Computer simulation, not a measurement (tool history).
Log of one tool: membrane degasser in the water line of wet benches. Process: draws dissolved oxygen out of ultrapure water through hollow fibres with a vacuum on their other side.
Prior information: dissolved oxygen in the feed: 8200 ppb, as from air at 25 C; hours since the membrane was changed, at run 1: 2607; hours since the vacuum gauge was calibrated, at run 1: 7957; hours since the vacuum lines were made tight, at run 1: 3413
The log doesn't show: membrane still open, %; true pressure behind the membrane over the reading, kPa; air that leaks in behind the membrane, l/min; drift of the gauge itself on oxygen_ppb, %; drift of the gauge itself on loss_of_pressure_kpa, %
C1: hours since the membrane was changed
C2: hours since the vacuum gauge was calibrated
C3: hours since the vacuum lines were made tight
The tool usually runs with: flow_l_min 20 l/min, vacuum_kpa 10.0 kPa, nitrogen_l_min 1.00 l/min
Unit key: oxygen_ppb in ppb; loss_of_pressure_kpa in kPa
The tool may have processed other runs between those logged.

{"run": 1, "hour": 0.0, "flow_l_min": 20, "vacuum_kpa": 10.0, "nitrogen_l_min": 1.0, "C1": 2607, "C2": 7957, "C3": 3413, "oxygen_ppb": 315.4, "loss_of_pressure_kpa": 55.26}
{"run": 2, "hour": 75.0, "flow_l_min": 20, "vacuum_kpa": 10.0, "nitrogen_l_min": 1.0, "C1": 2682, "C2": 8032, "C3": 3488, "oxygen_ppb": 316.1, "loss_of_pressure_kpa": 55.43}
{"run": 3, "hour": 149.7, "flow_l_min": 20, "vacuum_kpa": 10.0, "nitrogen_l_min": 1.0, "C1": 2756, "C2": 8107, "C3": 3562, "oxygen_ppb": 313.7, "loss_of_pressure_kpa": 55.37}
{"hour": 178.3, "done": "vacuum gauge calibrated"}
{"run": 4, "hour": 219.0, "flow_l_min": 20, "vacuum_kpa": 10.0, "nitrogen_l_min": 1.0, "C1": 2825, "C2": 41, "C3": 3631, "oxygen_ppb": 298.0, "loss_of_pressure_kpa": 55.19}
{"run": 5, "hour": 271.5, "flow_l_min": 20, "vacuum_kpa": 10.0, "nitrogen_l_min": 1.0, "C1": 2878, "C2": 93, "C3": 3684, "oxygen_ppb": 297.0, "loss_of_pressure_kpa": 54.96}
{"run": 6, "hour": 329.8, "flow_l_min": 20, "vacuum_kpa": 10.0, "nitrogen_l_min": 1.0, "C1": 2936, "C2": 152, "C3": 3742, "oxygen_ppb": 297.1, "loss_of_pressure_kpa": 55.3}
{"run": 7, "hour": 375.4, "flow_l_min": 20, "vacuum_kpa": 10.0, "nitrogen_l_min": 1.0, "C1": 2982, "C2": 197, "C3": 3787, "oxygen_ppb": 298.7, "loss_of_pressure_kpa": 55.68}
{"run": 8, "hour": 446.1, "flow_l_min": 20, "vacuum_kpa": 10.0, "nitrogen_l_min": 1.0, "C1": 3052, "C2": 268, "C3": 3858, "oxygen_ppb": 299.1, "loss_of_pressure_kpa": 54.99}
{"run": 9, "hour": 488.3, "flow_l_min": 21, "vacuum_kpa": 10.0, "nitrogen_l_min": 1.0, "C1": 3095, "C2": 310, "C3": 3900, "oxygen_ppb": 313.7, "loss_of_pressure_kpa": 58.06}
{"run": 10, "hour": 540.2, "flow_l_min": 21, "vacuum_kpa": 10.0, "nitrogen_l_min": 1.0, "C1": 3146, "C2": 362, "C3": 3952, "oxygen_ppb": 312.2, "loss_of_pressure_kpa": 58.03}
{"run": 11, "hour": 610.5, "flow_l_min": 20, "vacuum_kpa": 10.0, "nitrogen_l_min": 1.0, "C1": 3217, "C2": 432, "C3": 4022, "oxygen_ppb": 298.2, "loss_of_pressure_kpa": 55.3}
{"run": 12, "hour": 668.5, "flow_l_min": 20, "vacuum_kpa": 10.0, "nitrogen_l_min": 1.0, "C1": 3275, "C2": 490, "C3": 4081, "oxygen_ppb": 299.3, "loss_of_pressure_kpa": 55.52}
{"run": 13, "hour": 740.4, "flow_l_min": 20, "vacuum_kpa": 10.0, "nitrogen_l_min": 1.0, "C1": 3347, "C2": 562, "C3": 4152, "oxygen_ppb": 298.8, "loss_of_pressure_kpa": 55.56}
{"run": 14, "hour": 820.0, "flow_l_min": 20, "vacuum_kpa": 10.0, "nitrogen_l_min": 1.0, "C1": 3426, "C2": 642, "C3": 4232, "oxygen_ppb": 299.7, "loss_of_pressure_kpa": 55.26}
{"run": 15, "hour": 869.8, "flow_l_min": 20, "vacuum_kpa": 10.0, "nitrogen_l_min": 1.0, "C1": 3476, "C2": 691, "C3": 4282, "oxygen_ppb": 301.1, "loss_of_pressure_kpa": 55.51}
{"run": 16, "hour": 905.5, "flow_l_min": 20, "vacuum_kpa": 7.8, "nitrogen_l_min": 1.0, "C1": 3512, "C2": 727, "C3": 4318, "oxygen_ppb": 206.8, "loss_of_pressure_kpa": 55.63}
{"run": 17, "hour": 970.2, "flow_l_min": 20, "vacuum_kpa": 7.6, "nitrogen_l_min": 1.2, "C1": 3577, "C2": 792, "C3": 4382, "oxygen_ppb": 168.7, "loss_of_pressure_kpa": 55.5}
{"run": 18, "hour": 1049.6, "flow_l_min": 12, "vacuum_kpa": 10.5, "nitrogen_l_min": 1.2, "C1": 3656, "C2": 871, "C3": 4462, "oxygen_ppb": 171.6, "loss_of_pressure_kpa": 33.44}
{"run": 19, "hour": 1086.2, "flow_l_min": 22, "vacuum_kpa": 10.0, "nitrogen_l_min": 1.0, "C1": 3693, "C2": 908, "C3": 4498, "oxygen_ppb": 327.5, "loss_of_pressure_kpa": 60.98}
{"run": 20, "hour": 1134.6, "flow_l_min": 21, "vacuum_kpa": 10.0, "nitrogen_l_min": 0.77, "C1": 3741, "C2": 956, "C3": 4547, "oxygen_ppb": 390.2, "loss_of_pressure_kpa": 58.34}
{"run": 21, "hour": 1185.0, "flow_l_min": 20, "vacuum_kpa": 10.0, "nitrogen_l_min": 0.68, "C1": 3791, "C2": 1007, "C3": 4597, "oxygen_ppb": 411.9, "loss_of_pressure_kpa": 55.38}
{"run": 22, "hour": 1249.7, "flow_l_min": 20, "vacuum_kpa": 10.0, "nitrogen_l_min": 0.68, "C1": 3856, "C2": 1071, "C3": 4662, "oxygen_ppb": 414.2, "loss_of_pressure_kpa": 55.59}
{"run": 23, "hour": 1322.4, "flow_l_min": 20, "vacuum_kpa": 10.0, "nitrogen_l_min": 0.68, "C1": 3929, "C2": 1144, "C3": 4734, "oxygen_ppb": 412.0, "loss_of_pressure_kpa": 55.36}
{"run": 24, "hour": 1400.4, "flow_l_min": 29, "vacuum_kpa": 6.2, "nitrogen_l_min": 1.15, "C1": 4007, "C2": 1222, "C3": 4812, "oxygen_ppb": 196.4, "loss_of_pressure_kpa": 80.49}
{"run": 25, "hour": 1462.4, "flow_l_min": 15, "vacuum_kpa": 9.5, "nitrogen_l_min": 0.92, "C1": 4069, "C2": 1284, "C3": 4874, "oxygen_ppb": 230.9, "loss_of_pressure_kpa": 41.5}
{"run": 26, "hour": 1523.1, "flow_l_min": 19, "vacuum_kpa": 10.0, "nitrogen_l_min": 1.45, "C1": 4129, "C2": 1345, "C3": 4935, "oxygen_ppb": 207.8, "loss_of_pressure_kpa": 52.68}
{"run": 27, "hour": 1604.9, "flow_l_min": 20, "vacuum_kpa": 10.0, "nitrogen_l_min": 0.59, "C1": 4211, "C2": 1427, "C3": 5017, "oxygen_ppb": 463.6, "loss_of_pressure_kpa": 55.42}
{"run": 28, "hour": 1679.8, "flow_l_min": 20, "vacuum_kpa": 10.0, "nitrogen_l_min": 1.06, "C1": 4286, "C2": 1501, "C3": 5092, "oxygen_ppb": 288.1, "loss_of_pressure_kpa": 55.81}
{"run": 29, "hour": 1749.2, "flow_l_min": 20, "vacuum_kpa": 10.0, "nitrogen_l_min": 1.06, "C1": 4355, "C2": 1571, "C3": 5161, "oxygen_ppb": 287.6, "loss_of_pressure_kpa": 55.56}
{"run": 30, "hour": 1831.8, "flow_l_min": 20, "vacuum_kpa": 10.0, "nitrogen_l_min": 1.06, "C1": 4438, "C2": 1653, "C3": 5244, "oxygen_ppb": 287.1, "loss_of_pressure_kpa": 55.57}
{"run": 31, "hour": 1901.4, "flow_l_min": 20, "vacuum_kpa": 8.2, "nitrogen_l_min": 1.06, "C1": 4508, "C2": 1723, "C3": 5313, "oxygen_ppb": 215.5, "loss_of_pressure_kpa": 55.7}
{"run": 32, "hour": 1983.0, "flow_l_min": 20, "vacuum_kpa": 8.2, "nitrogen_l_min": 1.06, "C1": 4589, "C2": 1805, "C3": 5395, "oxygen_ppb": 214.7, "loss_of_pressure_kpa": 55.64}

Selected run-to-run steps in oxygen_ppb, each split into two signed amounts: the part the tool would show with no hidden state at all (from settings, incoming material and random variation), and the remainder, which goes to the hidden state together with any gauge scatter not common to the measured and the hidden-state-free results:
Run 3 -> 4: vacuum gauge calibrated. oxygen_ppb -15.7 ppb: hidden state -16.3, all else +0.6.
Run 23 -> 24: flow_l_min 20 -> 29, vacuum_kpa 10.0 -> 6.2, nitrogen_l_min 0.68 -> 1.15. oxygen_ppb -215.6 ppb: hidden state +1.0, all else -216.6.
Run 24 -> 25: flow_l_min 29 -> 15, vacuum_kpa 6.2 -> 9.5, nitrogen_l_min 1.15 -> 0.92. oxygen_ppb +34.5 ppb: hidden state -1.4, all else +35.9.
Run 26 -> 27: flow_l_min 19 -> 20, nitrogen_l_min 1.45 -> 0.59. oxygen_ppb +255.8 ppb: hidden state +1.5, all else +254.3.
Run 27 -> 28: nitrogen_l_min 0.59 -> 1.06. oxygen_ppb -175.5 ppb: hidden state -0.6, all else -174.9.
